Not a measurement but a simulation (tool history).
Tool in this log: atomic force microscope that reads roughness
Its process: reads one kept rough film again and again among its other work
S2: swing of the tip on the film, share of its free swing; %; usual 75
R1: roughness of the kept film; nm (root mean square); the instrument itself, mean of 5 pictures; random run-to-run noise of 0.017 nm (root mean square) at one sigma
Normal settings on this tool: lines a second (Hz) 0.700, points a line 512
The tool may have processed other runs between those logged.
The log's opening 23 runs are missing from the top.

Run 24, hour 960.7: usual settings but S2 60 %, points a line 309. Result: R1 3.413 nm (root mean square).
Run 25, hour 992.1: usual settings but lines a second (Hz) 0.971, S2 73 %, points a line 898. Result: R1 3.323 nm (root mean square).
Run 26, hour 1028.8: usual settings but lines a second (Hz) 0.971, S2 73 %, points a line 898. Result: R1 3.210 nm (root mean square).
At hour 1045.9: new tip fitted.
Run 27, hour 1068.7: usual settings but lines a second (Hz) 0.971, S2 73 %, points a line 898. Result: R1 3.983 nm (root mean square).
Run 28, hour 1101.8: usual settings but lines a second (Hz) 0.971, S2 73 %, points a line 898. Result: R1 3.855 nm (root mean square).
Run 29, hour 1149.9: usual settings but lines a second (Hz) 3.801, S2 71 %, points a line 292. Result: R1 3.313 nm (root mean square).
Run 30, hour 1175.6: usual settings but lines a second (Hz) 0.583, S2 89 %, points a line 391. Result: R1 3.497 nm (root mean square).
Run 31, hour 1210.6: usual settings but lines a second (Hz) 3.920, S2 88 %, points a line 762. Result: R1 2.820 nm (root mean square).
Run 32, hour 1263.3: usual settings but lines a second (Hz) 3.920, S2 58 %, points a line 762. Result: R1 3.242 nm (root mean square).
Run 33, hour 1305.3: usual settings but lines a second (Hz) 0.677, points a line 286. Result: R1 3.137 nm (root mean square).
At hour 1310.7: new tip fitted.
Run 34, hour 1341.1: usual settings but lines a second (Hz) 0.677, points a line 286. Result: R1 3.888 nm (root mean square).

4 ways to go on from here, each from the tool as it stands after run 34. What would each give?
Run A, hour 1392.6: usual settings but lines a second (Hz) 0.809, S2 77 %. Result: R1 ?.
Run B, hour 1392.6: usual settings but lines a second (Hz) 1.329, S2 74 %. Result: R1 ?.
Run C, hour 1392.6: usual settings but lines a second (Hz) 1.628, S2 65 %, points a line 585. Result: R1 ?.
Run D, hour 1392.6: usual settings but S2 76 %. Result: R1 ?.

run     R1
  A  3.748
  B  3.716
  C  3.752
  D  3.762
Had the tool no hidden state, the same runs would have come out as:
run     R1
  A  4.088
  B  4.053
  C  4.093
  D  4.104
